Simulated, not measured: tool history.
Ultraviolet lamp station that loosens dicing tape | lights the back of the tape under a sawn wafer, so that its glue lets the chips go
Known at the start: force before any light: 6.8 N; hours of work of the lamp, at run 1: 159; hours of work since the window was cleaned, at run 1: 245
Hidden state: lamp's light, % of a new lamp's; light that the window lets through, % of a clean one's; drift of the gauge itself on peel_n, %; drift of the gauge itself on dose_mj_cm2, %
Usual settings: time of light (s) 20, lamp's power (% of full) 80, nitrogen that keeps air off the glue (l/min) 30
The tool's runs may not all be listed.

run	day	time of light (s)	lamp's power (% of full)	nitrogen that keeps air off the glue (l/min)	hours of work of the lamp	hours of work since the window was cleaned	force that peels the tape off (N)	light that reached the tape (mJ/cm2)
1	0	20	80	30	159	245	0.627	239
2	0.429	20	82	30	164	250	0.622	247
3	0.796	20	75	30	168	254	0.756	230
4	1.129	20	80	39	172	258	0.563	244
5	1.371	13	80	30	175	261	1.419	155
6	1.808	16	80	30	180	266	1.032	188
7	2.254	16	80	30	185	271	1.044	185
8	2.779	20	80	11	191	277	1.308	230
# day 3.012: window cleaned of glue's vapour
9	3.329	20	80	11	197	4	1.132	260
10	3.629	20	84	30	200	7	0.551	272
11	4.038	20	80	30	205	12	0.579	259
12	4.579	20	80	30	211	18	0.565	257
13	4.821	13	80	30	214	21	1.249	168
14	5.162	13	80	30	218	24	1.323	163
15	5.458	13	80	30	221	28	1.31	163
16	5.883	13	80	30	226	33	1.294	160
17	6.2	20	80	13	229	36	1.095	253
18	6.517	20	80	49	233	40	0.432	251
19	6.867	20	80	30	237	44	0.619	245
20	7.171	20	80	30	240	47	0.618	250
21	7.475	20	80	30	244	51	0.61	246
22	8.029	20	80	30	250	57	0.623	246
23	8.392	16	61	15	254	61	2.147	150
24	8.725	11	82	24	258	65	1.786	137
25	9.279	11	82	24	264	71	1.881	136
26	9.65	11	82	24	269	75	1.91	138
27	10.171	23	73	21	275	81	0.766	251
28	10.462	23	73	21	278	85	0.767	250
29	10.717	21	77	52	281	87	0.48	239
30	11.033	21	77	52	284	91	0.472	237
31	11.362	12	70	41	288	95	1.608	123
32	11.854	30	64	53	294	100	0.349	280
33	12.375	30	64	53	300	106	0.363	279
34	12.642	30	64	53	303	109	0.341	281
35	13.162	20	71	10	309	115	1.744	203
36	13.421	20	80	56	311	118	0.489	226
37	13.954	20	80	56	318	124	0.505	222
38	14.479	20	78	22	323	130	0.937	218
39	14.75	20	78	22	327	133	0.952	219
40	15.033	19	79	27	330	137	0.925	213
41	15.392	20	78	13	334	141	1.355	217
42	15.658	20	80	45	337	144	0.602	219
43	16.171	21	77	25	343	149	0.878	221

3 ways to go on from here, each from the tool as it stands after run 43. What would each give?
A	16.608	37	94	30	348	154	?	?
B	16.608	25	77	20	348	154	?	?
C	16.608	21	92	25	348	154	?	?

run	force that peels the tape off (N)	light that reached the tape (mJ/cm2)
A	0.199	478
B	0.735	266
C	0.599	263
Without the tool's hidden state the same runs would have given:
run	force that peels the tape off (N)	light that reached the tape (mJ/cm2)
A	0.169	651
B	0.403	362
C	0.333	359
